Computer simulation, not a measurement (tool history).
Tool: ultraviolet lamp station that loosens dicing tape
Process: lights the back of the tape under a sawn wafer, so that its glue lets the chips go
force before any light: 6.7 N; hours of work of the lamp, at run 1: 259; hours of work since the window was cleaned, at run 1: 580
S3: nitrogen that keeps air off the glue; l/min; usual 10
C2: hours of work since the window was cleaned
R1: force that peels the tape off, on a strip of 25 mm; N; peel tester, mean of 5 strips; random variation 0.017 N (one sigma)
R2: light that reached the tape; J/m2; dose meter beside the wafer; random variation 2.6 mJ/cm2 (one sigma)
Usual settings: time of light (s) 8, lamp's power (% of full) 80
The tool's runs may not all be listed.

{"run": 1, "day": 0.0, "time of light (s)": 8, "lamp's power (% of full)": 80, "S3": 10, "hours of work of the lamp": 259, "C2": 580, "R1": 0.822, "R2": 3290}
{"run": 2, "day": 1.754, "time of light (s)": 8, "lamp's power (% of full)": 80, "S3": 10, "hours of work of the lamp": 287, "C2": 608, "R1": 0.826, "R2": 3340}
{"run": 3, "day": 4.238, "time of light (s)": 8, "lamp's power (% of full)": 76, "S3": 10, "hours of work of the lamp": 327, "C2": 648, "R1": 0.908, "R2": 3180}
{"day": 5.842, "done": "window cleaned of glue's vapour"}
{"run": 4, "day": 6.796, "time of light (s)": 8, "lamp's power (% of full)": 64, "S3": 10, "hours of work of the lamp": 368, "C2": 15, "R1": 1.201, "R2": 2680}
{"run": 5, "day": 9.838, "time of light (s)": 8, "lamp's power (% of full)": 64, "S3": 10, "hours of work of the lamp": 417, "C2": 64, "R1": 1.217, "R2": 2680}
{"run": 6, "day": 13.346, "time of light (s)": 8, "lamp's power (% of full)": 64, "S3": 10, "hours of work of the lamp": 474, "C2": 121, "R1": 1.199, "R2": 2670}
{"run": 7, "day": 15.788, "time of light (s)": 5, "lamp's power (% of full)": 80, "S3": 10, "hours of work of the lamp": 513, "C2": 160, "R1": 1.714, "R2": 2080}
{"run": 8, "day": 17.396, "time of light (s)": 8, "lamp's power (% of full)": 80, "S3": 10, "hours of work of the lamp": 539, "C2": 186, "R1": 0.815, "R2": 3330}
{"run": 9, "day": 19.858, "time of light (s)": 8, "lamp's power (% of full)": 75, "S3": 10, "hours of work of the lamp": 579, "C2": 226, "R1": 0.901, "R2": 3080}
{"run": 10, "day": 23.221, "time of light (s)": 8, "lamp's power (% of full)": 75, "S3": 10, "hours of work of the lamp": 633, "C2": 280, "R1": 0.932, "R2": 3100}
{"run": 11, "day": 25.121, "time of light (s)": 8, "lamp's power (% of full)": 75, "S3": 10, "hours of work of the lamp": 663, "C2": 311, "R1": 0.902, "R2": 3110}
{"run": 12, "day": 27.929, "time of light (s)": 8, "lamp's power (% of full)": 96, "S3": 10, "hours of work of the lamp": 709, "C2": 356, "R1": 0.599, "R2": 3920}
{"run": 13, "day": 31.354, "time of light (s)": 8, "lamp's power (% of full)": 68, "S3": 10, "hours of work of the lamp": 764, "C2": 411, "R1": 1.062, "R2": 2820}
{"run": 14, "day": 34.696, "time of light (s)": 8, "lamp's power (% of full)": 77, "S3": 10, "hours of work of the lamp": 818, "C2": 465, "R1": 0.881, "R2": 3200}
{"run": 15, "day": 37.117, "time of light (s)": 7, "lamp's power (% of full)": 81, "S3": 15, "hours of work of the lamp": 857, "C2": 504, "R1": 0.773, "R2": 2980}
{"run": 16, "day": 39.271, "time of light (s)": 9, "lamp's power (% of full)": 98, "S3": 10, "hours of work of the lamp": 892, "C2": 539, "R1": 0.446, "R2": 4550}
{"run": 17, "day": 41.196, "time of light (s)": 9, "lamp's power (% of full)": 98, "S3": 10, "hours of work of the lamp": 923, "C2": 570, "R1": 0.45, "R2": 4560}
{"run": 18, "day": 43.238, "time of light (s)": 9, "lamp's power (% of full)": 77, "S3": 4, "hours of work of the lamp": 955, "C2": 603, "R1": 1.403, "R2": 3570}
{"run": 19, "day": 46.212, "time of light (s)": 15, "lamp's power (% of full)": 77, "S3": 10, "hours of work of the lamp": 1003, "C2": 651, "R1": 0.31, "R2": 5980}
{"day": 47.742, "done": "window cleaned of glue's vapour"}
{"run": 20, "day": 47.742, "time of light (s)": 11, "lamp's power (% of full)": 74, "S3": 7, "hours of work of the lamp": 1028, "C2": 0, "R1": 0.701, "R2": 4180}
{"run": 21, "day": 50.6, "time of light (s)": 6, "lamp's power (% of full)": 74, "S3": 20, "hours of work of the lamp": 1074, "C2": 46, "R1": 1.002, "R2": 2320}
{"run": 22, "day": 52.292, "time of light (s)": 13, "lamp's power (% of full)": 96, "S3": 16, "hours of work of the lamp": 1101, "C2": 73, "R1": 0.234, "R2": 6510}
{"run": 23, "day": 54.904, "time of light (s)": 9, "lamp's power (% of full)": 80, "S3": 10, "hours of work of the lamp": 1143, "C2": 115, "R1": 0.667, "R2": 3740}
{"run": 24, "day": 57.038, "time of light (s)": 4, "lamp's power (% of full)": 74, "S3": 10, "hours of work of the lamp": 1178, "C2": 150, "R1": 2.42, "R2": 1550}
{"run": 25, "day": 59.996, "time of light (s)": 4, "lamp's power (% of full)": 74, "S3": 10, "hours of work of the lamp": 1225, "C2": 197, "R1": 2.392, "R2": 1500}
{"run": 26, "day": 63.392, "time of light (s)": 15, "lamp's power (% of full)": 73, "S3": 16, "hours of work of the lamp": 1280, "C2": 252, "R1": 0.251, "R2": 5670}
{"run": 27, "day": 65.971, "time of light (s)": 7, "lamp's power (% of full)": 80, "S3": 20, "hours of work of the lamp": 1322, "C2": 294, "R1": 0.666, "R2": 2920}
{"run": 28, "day": 69.446, "time of light (s)": 11, "lamp's power (% of full)": 70, "S3": 16, "hours of work of the lamp": 1378, "C2": 350, "R1": 0.433, "R2": 3990}

5 ways to go on from here, each from the tool as it stands after run 28. What would each give?
{"run": "A", "day": 73.046, "time of light (s)": 6, "lamp's power (% of full)": 68, "S3": 5, "hours of work of the lamp": 1436, "C2": 408, "R1": "?", "R2": "?"}
{"run": "B", "day": 73.046, "time of light (s)": 9, "lamp's power (% of full)": 76, "S3": 16, "hours of work of the lamp": 1436, "C2": 408, "R1": "?", "R2": "?"}
{"run": "C", "day": 73.046, "time of light (s)": 10, "lamp's power (% of full)": 74, "S3": 5, "hours of work of the lamp": 1436, "C2": 408, "R1": "?", "R2": "?"}
{"run": "D", "day": 73.046, "time of light (s)": 11, "lamp's power (% of full)": 96, "S3": 16, "hours of work of the lamp": 1436, "C2": 408, "R1": "?", "R2": "?"}
{"run": "E", "day": 73.046, "time of light (s)": 9, "lamp's power (% of full)": 83, "S3": 4, "hours of work of the lamp": 1436, "C2": 408, "R1": "?", "R2": "?"}

run=A R1=2.344 R2=2110
run=B R1=0.549 R2=3540
run=C R1=1.069 R2=3830
run=D R1=0.273 R2=5450
run=E R1=1.21 R2=3860
Without the tool's hidden state the same runs would have given:
run=A R1=2.332 R2=2120
run=B R1=0.545 R2=3550
run=C R1=1.061 R2=3850
run=D R1=0.271 R2=5480
run=E R1=1.201 R2=3880
